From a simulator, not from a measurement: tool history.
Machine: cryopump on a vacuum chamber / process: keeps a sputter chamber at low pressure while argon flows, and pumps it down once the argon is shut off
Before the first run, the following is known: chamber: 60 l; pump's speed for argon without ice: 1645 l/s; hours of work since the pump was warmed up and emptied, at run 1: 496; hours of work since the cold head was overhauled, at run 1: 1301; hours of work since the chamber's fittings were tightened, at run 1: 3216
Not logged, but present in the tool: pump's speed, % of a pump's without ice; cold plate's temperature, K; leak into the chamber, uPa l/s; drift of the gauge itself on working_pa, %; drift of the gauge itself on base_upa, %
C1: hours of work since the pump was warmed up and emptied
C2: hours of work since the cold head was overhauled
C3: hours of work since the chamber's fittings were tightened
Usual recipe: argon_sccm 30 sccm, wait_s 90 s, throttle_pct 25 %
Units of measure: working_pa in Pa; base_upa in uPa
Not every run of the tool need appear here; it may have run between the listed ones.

Run 1, hour 0.0: usual settings; C1 496; C2 1301; C3 3216. Result: working_pa 0.1329 Pa, base_upa 3.32 uPa.
Run 2, hour 40.9: usual settings but wait_s 79 s; C1 516; C2 1321; C3 3236. Result: working_pa 0.1328 Pa, base_upa 3.42 uPa.
Run 3, hour 73.6: usual settings but wait_s 79 s; C1 532; C2 1337; C3 3252. Result: working_pa 0.1343 Pa, base_upa 3.44 uPa.
Run 4, hour 126.2: usual settings but throttle_pct 21 %; C1 558; C2 1362; C3 3278. Result: working_pa 0.1582 Pa, base_upa 3.44 uPa.
Run 5, hour 189.9: usual settings but wait_s 27 s; C1 589; C2 1394; C3 3309. Result: working_pa 0.1347 Pa, base_upa 4.70 uPa.
Run 6, hour 223.8: usual settings; C1 605; C2 1410; C3 3326. Result: working_pa 0.1333 Pa, base_upa 3.65 uPa.
Run 7, hour 260.6: usual settings; C1 623; C2 1428; C3 3343. Result: working_pa 0.1349 Pa, base_upa 3.57 uPa.
Run 8, hour 297.4: usual settings; C1 641; C2 1446; C3 3361. Result: working_pa 0.1359 Pa, base_upa 3.65 uPa.
Run 9, hour 348.4: usual settings; C1 666; C2 1471; C3 3386. Result: working_pa 0.1361 Pa, base_upa 3.78 uPa.
Run 10, hour 404.3: usual settings but argon_sccm 17 sccm; C1 693; C2 1498; C3 3414. Result: working_pa 0.0778 Pa, base_upa 3.86 uPa.
Run 11, hour 446.5: usual settings but argon_sccm 17 sccm; C1 714; C2 1519; C3 3434. Result: working_pa 0.0774 Pa, base_upa 3.89 uPa.
Run 12, hour 491.9: usual settings but argon_sccm 17 sccm; C1 736; C2 1541; C3 3456. Result: working_pa 0.0781 Pa, base_upa 3.99 uPa.
Run 13, hour 522.3: usual settings but argon_sccm 17 sccm; C1 751; C2 1556; C3 3471. Result: working_pa 0.0783 Pa, base_upa 4.04 uPa.
At hour 550.5: leaking fittings of the chamber tightened, without venting.
Run 14, hour 591.7: usual settings but argon_sccm 17 sccm; C1 784; C2 1589; C3 20. Result: working_pa 0.0788 Pa, base_upa 0.84 uPa.
Run 15, hour 631.8: usual settings but argon_sccm 17 sccm; C1 804; C2 1608; C3 40. Result: working_pa 0.0797 Pa, base_upa 0.87 uPa.
At hour 642.3: pump warmed up, emptied and cooled again.
Run 16, hour 680.8: usual settings; C1 19; C2 1630; C3 61. Result: working_pa 0.1246 Pa, base_upa 0.72 uPa.
Run 17, hour 729.7: usual settings; C1 43; C2 1654; C3 85. Result: working_pa 0.1248 Pa, base_upa 0.79 uPa.
Run 18, hour 758.2: usual settings but wait_s 59 s; C1 57; C2 1668; C3 99. Result: working_pa 0.1245 Pa, base_upa 1.06 uPa.
Run 19, hour 816.2: usual settings but wait_s 61 s, throttle_pct 26 %; C1 85; C2 1696; C3 127. Result: working_pa 0.1205 Pa, base_upa 1.01 uPa.
Run 20, hour 879.1: usual settings but wait_s 61 s, throttle_pct 26 %; C1 116; C2 1727; C3 158. Result: working_pa 0.1200 Pa, base_upa 1.04 uPa.
Run 21, hour 948.9: usual settings but argon_sccm 13 sccm, wait_s 58 s, throttle_pct 21 %; C1 150; C2 1761; C3 192. Result: working_pa 0.0654 Pa, base_upa 1.12 uPa.
Run 22, hour 994.6: usual settings but argon_sccm 13 sccm, wait_s 56 s, throttle_pct 21 %; C1 172; C2 1783; C3 215. Result: working_pa 0.0648 Pa, base_upa 1.20 uPa.
Run 23, hour 1058.8: usual settings but argon_sccm 13 sccm, wait_s 56 s, throttle_pct 21 %; C1 203; C2 1815; C3 246. Result: working_pa 0.0643 Pa, base_upa 1.20 uPa.
Run 24, hour 1120.3: usual settings but argon_sccm 32 sccm, wait_s 60 s; C1 234; C2 1845; C3 276. Result: working_pa 0.1375 Pa, base_upa 1.18 uPa.
Run 25, hour 1186.2: usual settings but wait_s 68 s; C1 266; C2 1877; C3 308. Result: working_pa 0.1274 Pa, base_upa 1.15 uPa.
Run 26, hour 1216.8: usual settings but argon_sccm 44 sccm, wait_s 29 s; C1 281; C2 1892; C3 323. Result: working_pa 0.1890 Pa, base_upa 2.01 uPa.
Run 27, hour 1273.7: usual settings but argon_sccm 31 sccm, wait_s 29 s, throttle_pct 29 %; C1 308; C2 1920; C3 351. Result: working_pa 0.1154 Pa, base_upa 2.07 uPa.
Run 28, hour 1339.0: usual settings but argon_sccm 15 sccm, wait_s 88 s; C1 340; C2 1952; C3 383. Result: working_pa 0.0647 Pa, base_upa 1.04 uPa.
Run 29, hour 1398.3: usual settings but argon_sccm 15 sccm, wait_s 88 s; C1 369; C2 1980; C3 412. Result: working_pa 0.0647 Pa, base_upa 1.08 uPa.
Run 30, hour 1440.2: usual settings but argon_sccm 39 sccm, wait_s 47 s, throttle_pct 16 %; C1 390; C2 2001; C3 432. Result: working_pa 0.2587 Pa, base_upa 1.59 uPa.

Expected results for the next run?
Run 31, hour 1470.3: usual settings but argon_sccm 39 sccm, wait_s 47 s, throttle_pct 16 %; C1 405; C2 2016; C3 447. Result: working_pa ?, base_upa ?.

{"run 31": {"working_pa": 0.2597, "base_upa": 1.52}}
With no hidden state in the tool, this same run would have given working_pa 0.2507 Pa, base_upa 1.11 uPa.
